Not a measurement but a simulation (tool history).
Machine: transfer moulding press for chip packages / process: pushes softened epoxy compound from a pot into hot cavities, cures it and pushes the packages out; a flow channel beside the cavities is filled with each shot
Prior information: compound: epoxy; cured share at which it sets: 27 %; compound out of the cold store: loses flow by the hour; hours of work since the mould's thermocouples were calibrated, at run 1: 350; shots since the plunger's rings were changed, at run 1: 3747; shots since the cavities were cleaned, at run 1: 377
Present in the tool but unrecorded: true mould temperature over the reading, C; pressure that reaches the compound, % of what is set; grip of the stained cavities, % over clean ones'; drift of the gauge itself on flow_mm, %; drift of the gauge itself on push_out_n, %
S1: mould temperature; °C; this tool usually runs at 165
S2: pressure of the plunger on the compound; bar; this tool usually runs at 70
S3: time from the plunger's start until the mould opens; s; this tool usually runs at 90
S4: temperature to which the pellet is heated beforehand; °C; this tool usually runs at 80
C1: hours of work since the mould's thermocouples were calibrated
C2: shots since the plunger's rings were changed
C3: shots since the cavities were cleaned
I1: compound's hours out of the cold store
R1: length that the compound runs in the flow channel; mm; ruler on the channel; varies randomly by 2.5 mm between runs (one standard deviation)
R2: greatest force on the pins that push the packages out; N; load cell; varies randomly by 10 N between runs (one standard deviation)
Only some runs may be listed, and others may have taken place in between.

run    hour   S1    S2   S3  S4   C1    C2   C3    I1   R1    R2
  1       0  165    70   90  80  350  3747  377  32.1  470   814
        6.5  -- plunger's sealing rings changed
       32.8  -- cavities cleaned with cleaning compound and waxed
  2    56.9  165    70   90  80  392   680  336  38.3  473   819
       86.3  -- cavities cleaned with cleaning compound and waxed
  3    88.6  165    70   90  80  415  1100   33   9.8  520   538
  4   122.1  165    70   90  80  442  1565  498  41.3  468   898
      141.3  -- cavities cleaned with cleaning compound and waxed
  5   168.9  165    70   90  80  477  2195  384  13.8  505   862
      195.6  -- cavities cleaned with cleaning compound and waxed
  6   202.4  165    70   90  80  502  2640   94  13.5  504   638
      248.3  -- cavities cleaned with cleaning compound and waxed
  7     259  165    70   90  74  545  3406  148  25.2  484   712
      289.9  -- plunger's sealing rings changed
  8   300.1  165    70   90  74  575   142  685    26  501  1034
      306.8  -- cavities cleaned with cleaning compound and waxed
  9   347.5  165    70  112  80  611   780  565  25.9  496   736
        361  -- cavities cleaned with cleaning compound and waxed
 10   378.7  165    70   90  80  634  1194  247  20.7  507   750
      413.9  -- cavities cleaned with cleaning compound and waxed
 11   422.2  165    70   90  80  667  1777  116  28.8  485   648
 12   455.8  166    70   90  80  693  2245  584  25.7  483   961
      467.2  -- cavities cleaned with cleaning compound and waxed
 13   488.8  165    70   90  80  718  2682  300  19.1  497   845
      523.2  -- cavities cleaned with cleaning compound and waxed
 14   523.2  165    70   90  80  744  3139    0  11.5  509   539
 15   554.2  165    70   90  80  768  3571  432  39.9  458   924
      573.5  -- plunger's sealing rings changed
      578.3  -- cavities cleaned with cleaning compound and waxed
 16   597.7  165  76.4  124  80  799   314  269  25.8  527   618
      603.2  -- mould's thermocouples calibrated
 17   624.4  165  69.7  105  80   17   658  613  23.4  499   764
      632.9  -- cavities cleaned with cleaning compound and waxed
 18   663.6  159  69.7  103  80   46  1183  427  13.4  521   904
      687.9  -- cavities cleaned with cleaning compound and waxed
 19   716.6  165    70  111  80   86  1899  399   9.1  514   671
      742.2  -- cavities cleaned with cleaning compound and waxed
 20     747  169    70  119  81  109  2300   67  47.6  445   431
 21   780.2  169    70  119  81  135  2761  528  22.5  488   711
      795.5  -- cavities cleaned with cleaning compound and waxed
 22     809  169    70  119  81  156  3142  189  43.5  448   546
      848.7  -- cavities cleaned with cleaning compound and waxed
      862.4  -- plunger's sealing rings changed
 23   862.4  159  60.1   92  89  195     0  155  18.8  483   913
      905.3  -- cavities cleaned with cleaning compound and waxed
 24   917.5  158  60.1   92  80  237   745  169  14.6  492  1018
      960.1  -- cavities cleaned with cleaning compound and waxed
 25   972.4  165    70   81  71  279  1488  171  36.1  476   808
     1015.7  -- cavities cleaned with cleaning compound and waxed
 26  1025.9  163  62.7   90  80  319  2211  143  24.4  464   716
     1070.9  -- cavities cleaned with cleaning compound and waxed
 27    1078  169  62.7  120  73  359  2914   98  27.6  447   480

Had the tool no unlogged condition, and each run kept its random variation, what would the results have been?
run   R1   R2
  1  491  450
  2  476  461
  3  526  462
  4  475  465
  5  516  465
  6  517  484
  7  501  478
  8  499  479
  9  497  376
 10  510  458
 11  491  465
 12  492  456
 13  508  477
 14  523  473
 15  473  459
 16  526  387
 17  504  392
 18  529  509
 19  526  380
 20  457  360
 21  503  376
 22  464  372
 23  484  672
 24  497  723
 25  484  576
 26  476  526
 27  462  381
